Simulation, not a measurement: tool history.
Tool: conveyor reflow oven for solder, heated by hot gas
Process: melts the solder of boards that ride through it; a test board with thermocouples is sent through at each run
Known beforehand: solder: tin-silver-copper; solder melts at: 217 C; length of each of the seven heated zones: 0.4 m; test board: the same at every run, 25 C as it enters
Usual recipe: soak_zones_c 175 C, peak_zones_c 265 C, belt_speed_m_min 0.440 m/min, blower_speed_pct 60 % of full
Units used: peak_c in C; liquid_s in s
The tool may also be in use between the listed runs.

run	day	soak_zones_c	peak_zones_c	belt_speed_m_min	blower_speed_pct	peak_c	liquid_s
1	0.000	175	265	0.440	60	254.1	85.0
2	0.617	175	265	0.440	60	254.1	85.7
3	0.892	175	265	0.440	60	253.9	84.7
4	1.517	175	265	0.440	61	253.7	86.4
5	1.879	174	265	0.440	61	254.4	86.3
6	2.233	174	265	0.440	61	254.7	84.9
7	2.625	174	265	0.440	61	254.3	85.1
8	3.067	175	265	0.440	60	254.0	85.9
9	3.642	175	265	0.440	60	254.2	86.1
10	4.158	175	265	0.440	60	254.0	86.1
11	4.542	175	265	0.440	60	254.2	85.0
12	4.854	175	265	0.440	60	254.1	85.0
13	5.158	175	265	0.440	57	253.2	84.2
14	5.742	175	265	0.440	57	252.8	84.9
15	6.133	175	265	0.459	60	253.3	80.6
16	6.592	179	265	0.440	90	258.9	92.6
17	7.175	175	265	0.477	72	254.6	78.8
18	7.608	175	265	0.477	72	254.3	79.1
19	7.892	188	265	0.477	72	255.4	87.3
20	8.358	188	265	0.477	72	256.4	87.2
21	8.938	188	271	0.477	72	260.1	90.5
22	9.458	183	265	0.416	60	256.5	97.4
23	9.833	183	265	0.416	60	256.9	98.5
24	10.142	175	265	0.397	75	258.8	101.2
25	10.654	175	265	0.440	65	254.2	88.1
26	11.179	175	265	0.440	65	255.3	86.3
27	11.788	175	265	0.440	65	254.5	87.9
28	12.342	163	265	0.440	85	256.3	83.7
29	12.617	163	265	0.440	85	255.7	84.9
30	13.083	175	267	0.355	57	259.5	114.7

Below are 5 alternative next runs, each starting from the tool's condition after run 30. Predict each:
A	13.446	164	275	0.355	69	?	?
B	13.446	181	254	0.505	57	?	?
C	13.446	175	270	0.380	80	?	?
D	13.446	175	267	0.376	57	?	?
E	13.446	179	268	0.374	60	?	?

run	peak_c	liquid_s
A	268.2	115.0
B	240.2	61.8
C	264.6	111.8
D	259.0	106.8
E	260.6	112.2
Had the tool no hidden state, the same runs would have come out as:
run	peak_c	liquid_s
A	268.0	114.8
B	240.0	61.7
C	264.5	111.7
D	258.8	106.6
E	260.5	112.0
